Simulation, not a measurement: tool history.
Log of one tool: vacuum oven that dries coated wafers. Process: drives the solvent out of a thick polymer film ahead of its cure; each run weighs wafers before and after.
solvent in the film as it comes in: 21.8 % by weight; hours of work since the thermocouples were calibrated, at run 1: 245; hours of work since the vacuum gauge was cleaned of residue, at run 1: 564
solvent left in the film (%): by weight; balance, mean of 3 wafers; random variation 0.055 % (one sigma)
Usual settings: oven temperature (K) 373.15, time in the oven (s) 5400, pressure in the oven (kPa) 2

run     day  oven temperature (K)  time in the oven (s)  pressure in the oven (kPa)  hours of work since the thermocouples were calibrated  hours of work since the vacuum gauge was cleaned of residue  solvent left in the film (%)
  1       0                373.15                  5400                           2                                                    245                                                          564                          2.22
  2   0.783                373.15                  5400                           2                                                    257                                                          576                          2.26
  3   2.271                373.15                  5400                           2                                                    280                                                          599                          2.15
  4   3.808                373.15                  5400                           2                                                    304                                                          623                          2.19
  5   4.517                373.15                  5400                           2                                                    315                                                          634                          2.17
  6   5.754                373.15                  5400                           2                                                    334                                                          653                          2.27
  7   7.342                373.15                  5400                           2                                                    358                                                          678                          2.24
  8   8.962                373.15                  5400                           2                                                    384                                                          703                          2.19
  9   9.929                373.15                  5400                           2                                                    399                                                          718                          2.26
 10  11.154                373.15                  5400                           2                                                    418                                                          737                          2.11
 11  12.071                373.15                  5400                           2                                                    432                                                          751                          2.15
 12  13.558                373.15                  5400                           2                                                    455                                                          774                          2.33
 13  14.625                373.15                  5400                           2                                                    471                                                          791                          2.28
 14  15.633                373.15                  5400                           2                                                    487                                                          806                           2.2
 15  16.421                385.15                  5400                           2                                                    499                                                          819                           0.6
 16  17.158                373.15                  5400                        1.92                                                    510                                                          830                          2.15
 17  17.979                373.15                  5400                        1.92                                                    523                                                          843                          2.17
 18  19.558                373.15                  5400                        1.92                                                    548                                                          867                          2.18
 19  20.896                373.15                  5400                        1.92                                                    568                                                          888                           2.1
 20  22.154                373.15                  5400                        1.92                                                    588                                                          907                          2.22
 21  23.133                373.15                  5400                        6.37                                                    603                                                          923                          4.09
 22    24.8                363.15                  4620                        4.36                                                    629                                                          948                          7.82
 23  26.258                363.15                  4620                        4.36                                                    651                                                          971                          7.76
 24  27.925                376.15                  5280                           2                                                    677                                                          997                          1.65
 25  29.146                373.15                  7980                        2.29                                                    696                                                         1016                          1.33
 26  30.262                373.15                  7980                        2.29                                                    713                                                         1033                          1.33

Forecast run 27:
 27  31.075                373.15                  3240                        2.04                                                    726                                                         1046                             ?

{"run 27": {"solvent left in the film (%)": 4.56}}
Without the tool's hidden state the same run would have given solvent left in the film (%) 4.59.
